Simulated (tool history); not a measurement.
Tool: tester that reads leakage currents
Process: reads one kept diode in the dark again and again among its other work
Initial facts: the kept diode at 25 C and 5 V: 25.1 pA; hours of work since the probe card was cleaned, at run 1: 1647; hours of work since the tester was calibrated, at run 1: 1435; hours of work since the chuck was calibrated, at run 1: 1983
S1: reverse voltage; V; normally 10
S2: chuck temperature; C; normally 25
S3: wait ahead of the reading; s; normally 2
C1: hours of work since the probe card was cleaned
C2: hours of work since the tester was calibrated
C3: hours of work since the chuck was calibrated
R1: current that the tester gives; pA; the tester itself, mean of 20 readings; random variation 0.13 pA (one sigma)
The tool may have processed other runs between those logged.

run    hour    S1  S2    S3    C1    C2    C3      R1
  1       0    10  25     2  1647  1435  1983   39.36
  2    55.1    10  25     2  1683  1471  2019   39.68
  3   127.1    10  25  3.14  1730  1518  2066   38.92
  4   178.3    10  25     2  1763  1551  2099   39.45
  5   271.9    10  25     2  1824  1612  2160    39.6
  6   334.5    10  25  1.19  1865  1653  2201   40.98
        393  -- chuck's temperature calibrated
  7   446.7  16.7  25     2  1937  1725    35   54.01
  8   526.1  16.7  25     2  1989  1776    87   53.89
  9   578.3  16.7  25     2  2023  1810   121   53.78
 10   666.8    10  25  0.35  2080  1868   178   48.61
 11     781    10  25  0.35  2155  1942   253   49.03
 12   832.8  14.2  25  0.35  2188  1976   286   62.57
 13   888.8   8.6  25  0.39  2225  2013   323   43.23
 14   988.7   8.6  25  0.39  2290  2078   388   43.13
 15  1045.1    16  46  8.41  2327  2114   425  260.89
 16    1129    10  41  6.01  2381  2169   479  136.81
     1175.5  -- probe card cleaned and baked
 17  1217.6   2.9  25  1.88    27  2225   535   18.91
 18  1268.9    10  40  1.19    61  2258   568  129.11
 19  1353.1    10  39  0.43   116  2313   623  126.34
 20  1446.4    20  55   0.9   176  2374   684  573.48
 21  1521.1    20  55   0.9   225  2422   733  572.44
 22  1622.4    10  25   2.7   291  2488   799   39.17
 23  1699.9    10  25   2.7   342  2539   849   39.05
 24  1790.2    10  25   2.7   400  2598   908   39.05

Each row is a separate what-if for the run after 24, all from the same tool condition, not one after another. Results?
  A  1908.8  1.9  25  1.92  478  2675  985   ?
  B  1908.8   10  37     2  478  2675  985   ?
  C  1908.8  1.8  25   2.7  478  2675  985   ?
  D  1908.8  4.4  48  5.37  478  2675  985   ?

run      R1
  A   14.97
  B     102
  C   14.16
  D  143.43
Without the tool's unlogged condition, the same runs would have read:
run      R1
  A   14.97
  B     102
  C   14.16
  D  143.43
